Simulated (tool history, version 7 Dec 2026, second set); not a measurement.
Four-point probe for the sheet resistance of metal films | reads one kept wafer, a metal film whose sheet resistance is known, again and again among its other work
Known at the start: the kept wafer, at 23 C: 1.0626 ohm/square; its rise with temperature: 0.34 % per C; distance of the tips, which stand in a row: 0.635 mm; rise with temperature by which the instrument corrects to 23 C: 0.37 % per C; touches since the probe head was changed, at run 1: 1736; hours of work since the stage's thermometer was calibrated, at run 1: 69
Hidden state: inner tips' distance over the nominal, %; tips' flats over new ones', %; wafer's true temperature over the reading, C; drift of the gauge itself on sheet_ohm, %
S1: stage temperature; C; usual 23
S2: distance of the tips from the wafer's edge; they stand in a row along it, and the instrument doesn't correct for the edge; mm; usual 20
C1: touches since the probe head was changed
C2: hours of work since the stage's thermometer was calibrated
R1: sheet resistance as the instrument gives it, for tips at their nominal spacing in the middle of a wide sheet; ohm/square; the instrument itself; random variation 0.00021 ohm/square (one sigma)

Run 1, day 0: usual settings; C1 1736; C2 69. Result: R1 1.05517 ohm/square.
Run 2, day 0.446: usual settings; C1 2078; C2 74. Result: R1 1.055272 ohm/square.
Run 3, day 1.038: usual settings but S2 47 mm; C1 2528; C2 82. Result: R1 1.054564 ohm/square.
Run 4, day 1.388: usual settings but S2 7 mm; C1 2799; C2 87. Result: R1 1.059246 ohm/square.
At day 1.479: stage's thermometer calibrated.
Run 5, day 1.879: usual settings; C1 3157; C2 5. Result: R1 1.055324 ohm/square.
Run 6, day 2.288: usual settings; C1 3469; C2 10. Result: R1 1.055209 ohm/square.
Run 7, day 2.775: usual settings; C1 3843; C2 17. Result: R1 1.055343 ohm/square.
At day 3.038: stage's thermometer calibrated, once more.
Run 8, day 3.312: usual settings but S1 20 C; C1 4236; C2 4. Result: R1 1.056467 ohm/square.
Run 9, day 3.938: usual settings but S1 20 C, S2 25 mm; C1 4716; C2 12. Result: R1 1.055863 ohm/square.
Run 10, day 4.317: usual settings but S1 20 C, S2 25 mm; C1 5004; C2 17. Result: R1 1.055631 ohm/square.
Run 11, day 4.967: usual settings but S1 31 C, S2 8 mm; C1 5501; C2 25. Result: R1 1.055611 ohm/square.
Run 12, day 5.771: usual settings but S1 31 C, S2 8 mm; C1 6116; C2 35. Result: R1 1.05545 ohm/square.
Run 13, day 6.558: usual settings but S1 25 C, S2 64 mm; C1 6720; C2 46. Result: R1 1.053734 ohm/square.

Forecast each of these 5 alternatives for the next run:
Run A, day 7.05: usual settings but S1 25 C, S2 26 mm; C1 7094; C2 52. Result: R1 ?.
Run B, day 7.05: usual settings but S1 26 C, S2 51 mm; C1 7094; C2 52. Result: R1 ?.
Run C, day 7.05: usual settings but S1 20 C, S2 64 mm; C1 7094; C2 52. Result: R1 ?.
Run D, day 7.05: usual settings but S1 34 C, S2 5 mm; C1 7094; C2 52. Result: R1 ?.
Run E, day 7.05: usual settings but S1 31 C, S2 32 mm; C1 7094; C2 52. Result: R1 ?.

run        R1
  A  1.054029
  B  1.053817
  C  1.055707
  D    1.0601
  E  1.052463
Without the tool's hidden state the same runs would have given:
run        R1
  A  1.062034
  B   1.06182
  C  1.063727
  D  1.068143
  E  1.060454
